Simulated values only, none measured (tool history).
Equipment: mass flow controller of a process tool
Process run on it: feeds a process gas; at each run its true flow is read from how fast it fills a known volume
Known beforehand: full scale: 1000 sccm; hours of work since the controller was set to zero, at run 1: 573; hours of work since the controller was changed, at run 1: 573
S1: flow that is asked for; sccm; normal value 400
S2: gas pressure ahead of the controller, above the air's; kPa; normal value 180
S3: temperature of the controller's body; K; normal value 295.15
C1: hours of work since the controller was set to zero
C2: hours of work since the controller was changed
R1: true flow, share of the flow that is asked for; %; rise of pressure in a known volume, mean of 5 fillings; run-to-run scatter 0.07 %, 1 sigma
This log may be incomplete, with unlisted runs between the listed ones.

{"run": 1, "hour": 0.0, "S1": 400, "S2": 180, "S3": 295.15, "C1": 573, "C2": 573, "R1": 98.78}
{"run": 2, "hour": 112.4, "S1": 400, "S2": 180, "S3": 295.15, "C1": 648, "C2": 648, "R1": 98.72}
{"run": 3, "hour": 210.4, "S1": 400, "S2": 172, "S3": 295.15, "C1": 712, "C2": 712, "R1": 98.73}
{"run": 4, "hour": 300.1, "S1": 400, "S2": 180, "S3": 295.15, "C1": 771, "C2": 771, "R1": 98.63}
{"run": 5, "hour": 362.7, "S1": 400, "S2": 180, "S3": 295.15, "C1": 813, "C2": 813, "R1": 98.65}
{"run": 6, "hour": 455.5, "S1": 368, "S2": 180, "S3": 295.15, "C1": 874, "C2": 874, "R1": 98.61}
{"run": 7, "hour": 554.2, "S1": 400, "S2": 191, "S3": 295.15, "C1": 939, "C2": 939, "R1": 98.7}
{"run": 8, "hour": 666.5, "S1": 400, "S2": 191, "S3": 295.15, "C1": 1013, "C2": 1013, "R1": 98.59}
{"run": 9, "hour": 789.5, "S1": 400, "S2": 172, "S3": 295.15, "C1": 1094, "C2": 1094, "R1": 98.4}
{"run": 10, "hour": 929.8, "S1": 400, "S2": 180, "S3": 295.15, "C1": 1187, "C2": 1187, "R1": 98.41}
{"run": 11, "hour": 1012.9, "S1": 400, "S2": 180, "S3": 307.15, "C1": 1242, "C2": 1242, "R1": 98.69}
{"run": 12, "hour": 1133.2, "S1": 400, "S2": 180, "S3": 310.15, "C1": 1321, "C2": 1321, "R1": 98.76}
{"run": 13, "hour": 1192.8, "S1": 400, "S2": 180, "S3": 310.15, "C1": 1360, "C2": 1360, "R1": 98.87}
{"run": 14, "hour": 1261.0, "S1": 400, "S2": 180, "S3": 310.15, "C1": 1405, "C2": 1405, "R1": 98.75}
{"run": 15, "hour": 1364.7, "S1": 322, "S2": 180, "S3": 295.15, "C1": 1474, "C2": 1474, "R1": 98.2}
{"run": 16, "hour": 1441.2, "S1": 322, "S2": 149, "S3": 295.15, "C1": 1524, "C2": 1524, "R1": 98.07}
{"run": 17, "hour": 1545.0, "S1": 322, "S2": 149, "S3": 295.15, "C1": 1593, "C2": 1593, "R1": 97.9}
{"run": 18, "hour": 1672.3, "S1": 322, "S2": 149, "S3": 306.15, "C1": 1677, "C2": 1677, "R1": 98.2}
{"run": 19, "hour": 1732.6, "S1": 400, "S2": 180, "S3": 295.15, "C1": 1717, "C2": 1717, "R1": 98.16}
{"run": 20, "hour": 1827.6, "S1": 712, "S2": 180, "S3": 295.15, "C1": 1779, "C2": 1779, "R1": 98.5}
{"run": 21, "hour": 1912.9, "S1": 712, "S2": 180, "S3": 295.15, "C1": 1836, "C2": 1836, "R1": 98.65}
{"hour": 1925.7, "done": "controller's zero set anew"}
{"run": 22, "hour": 1975.3, "S1": 232, "S2": 209, "S3": 304.15, "C1": 33, "C2": 1876, "R1": 97.47}
{"run": 23, "hour": 2106.3, "S1": 270, "S2": 247, "S3": 307.15, "C1": 119, "C2": 1963, "R1": 97.72}
{"run": 24, "hour": 2177.9, "S1": 322, "S2": 259, "S3": 297.15, "C1": 166, "C2": 2010, "R1": 97.61}
{"run": 25, "hour": 2257.2, "S1": 177, "S2": 256, "S3": 312.15, "C1": 219, "C2": 2062, "R1": 97}
{"run": 26, "hour": 2393.1, "S1": 216, "S2": 180, "S3": 295.15, "C1": 308, "C2": 2152, "R1": 96.88}
{"run": 27, "hour": 2535.6, "S1": 106, "S2": 264, "S3": 296.15, "C1": 402, "C2": 2246, "R1": 95.42}
{"hour": 2632.9, "done": "controller's zero set anew, once more"}
{"run": 28, "hour": 2657.3, "S1": 996, "S2": 169, "S3": 308.15, "C1": 16, "C2": 2326, "R1": 99.17}
{"run": 29, "hour": 2794.7, "S1": 159, "S2": 270, "S3": 303.15, "C1": 107, "C2": 2417, "R1": 98.06}
{"run": 30, "hour": 2911.9, "S1": 159, "S2": 270, "S3": 303.15, "C1": 184, "C2": 2494, "R1": 98.03}
{"run": 31, "hour": 2982.6, "S1": 104, "S2": 214, "S3": 299.15, "C1": 231, "C2": 2541, "R1": 97.37}
{"run": 32, "hour": 3062.6, "S1": 184, "S2": 167, "S3": 308.15, "C1": 284, "C2": 2594, "R1": 97.89}
{"run": 33, "hour": 3200.5, "S1": 400, "S2": 152, "S3": 299.15, "C1": 375, "C2": 2685, "R1": 98.05}
{"run": 34, "hour": 3327.0, "S1": 400, "S2": 163, "S3": 295.15, "C1": 458, "C2": 2768, "R1": 97.88}
{"run": 35, "hour": 3459.4, "S1": 175, "S2": 195, "S3": 310.15, "C1": 545, "C2": 2855, "R1": 97.87}
{"run": 36, "hour": 3549.5, "S1": 256, "S2": 151, "S3": 295.15, "C1": 605, "C2": 2915, "R1": 97.52}
{"run": 37, "hour": 3665.7, "S1": 118, "S2": 170, "S3": 304.15, "C1": 682, "C2": 2992, "R1": 97.06}
{"run": 38, "hour": 3771.9, "S1": 183, "S2": 162, "S3": 294.15, "C1": 752, "C2": 3062, "R1": 97.31}
{"run": 39, "hour": 3860.0, "S1": 235, "S2": 144, "S3": 312.15, "C1": 810, "C2": 3120, "R1": 97.77}
{"run": 40, "hour": 4003.3, "S1": 235, "S2": 144, "S3": 312.15, "C1": 904, "C2": 3214, "R1": 97.67}
{"run": 41, "hour": 4118.1, "S1": 101, "S2": 180, "S3": 297.15, "C1": 980, "C2": 3290, "R1": 96.53}
{"run": 42, "hour": 4232.7, "S1": 101, "S2": 180, "S3": 297.15, "C1": 1056, "C2": 3366, "R1": 96.22}

What differs in the tool's unlogged condition from the final listed run ahead of each entry between runs to the first listed run following it?
After run 21, before run 22: controller's zero set anew (hour 1925.7)
  flow at rest that the sensor doesn't see, % of full scale: -0.162 -> -0.277; true flow over the shown one, %: -0.8 -> -0.82
  measured value less the no-hidden-state value, R1: -1.04 -> -2.01 %
After run 27, before run 28: controller's zero set anew, once more (hour 2632.9)
  flow at rest that the sensor doesn't see, % of full scale: -0.305 -> -0.056; true flow over the shown one, %: -0.94 -> -0.97
  measured value less the no-hidden-state value, R1: -3.82 -> -1.02 %
